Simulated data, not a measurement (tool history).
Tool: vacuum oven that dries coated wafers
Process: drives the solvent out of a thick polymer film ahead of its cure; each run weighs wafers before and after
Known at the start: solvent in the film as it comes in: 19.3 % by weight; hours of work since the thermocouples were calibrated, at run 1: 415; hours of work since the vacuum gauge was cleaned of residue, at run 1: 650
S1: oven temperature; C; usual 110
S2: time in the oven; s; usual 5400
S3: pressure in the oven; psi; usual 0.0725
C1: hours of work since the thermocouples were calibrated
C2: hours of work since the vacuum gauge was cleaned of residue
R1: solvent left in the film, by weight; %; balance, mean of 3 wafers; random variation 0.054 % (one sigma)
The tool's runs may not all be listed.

run    hour   S1    S2      S3   C1    C2    R1
  1       0  110  5400  0.0725  415   650  2.34
  2    36.4  110  5400  0.0725  433   668  2.32
  3    67.8  110  5400  0.1204  449   684  2.64
  4   114.2  110  5400  0.1204  472   708  2.64
  5   157.7  110  5400  0.0725  494   730  2.23
  6   214.2  110  5400  0.0725  523   758  2.32
  7   251.5  110  5400  0.0392  541   777  2.22
  8   284.5  110  5400  0.0392  558   794  2.17
  9   351.8  110  5400  0.1375  592   828  2.77
 10   419.6  110  5640  0.0725  626   862  2.43
 11   448.6  110  5640  0.0725  641   876  2.28
 12   500.7  108  5640  0.0725  667   903  2.69
 13   552.2  108  5640  0.0725  693   929  2.61
 14   622.9  108  5640  0.0725  729   964  2.68
 15   667.2  108  5640  0.0725  751   987  2.68
 16   728.2  108  5640  0.0725  782  1017  2.78
 17   792.9  116  5400  0.0725  815  1050  1.69
      798.7  -- oven's thermocouples calibrated
 18   829.5  116  5400  0.0725   16  1067  1.79
 19   873.2  110  8580  0.0725   38  1089  1.44
 20   912.3  100  6540  0.0725   57  1109  3.88
 21   963.1  110  5400  0.0595   83  1135  2.58
 22  1004.6  110  6600  0.0477  104  1156  1.94
 23    1036  120  3900  0.0914  120  1171  2.44
 24    1083  120  2760  0.0725  143  1195   3.8
 25  1137.3  100  4320  0.0725  171  1223  5.82

Run 26 comes next. What will it give?
 26  1204  124  4140  0.0419  204  1256   ?

{"run 26": {"R1": 1.62}}
Without the tool's hidden state the same run would have given R1 1.14 %.
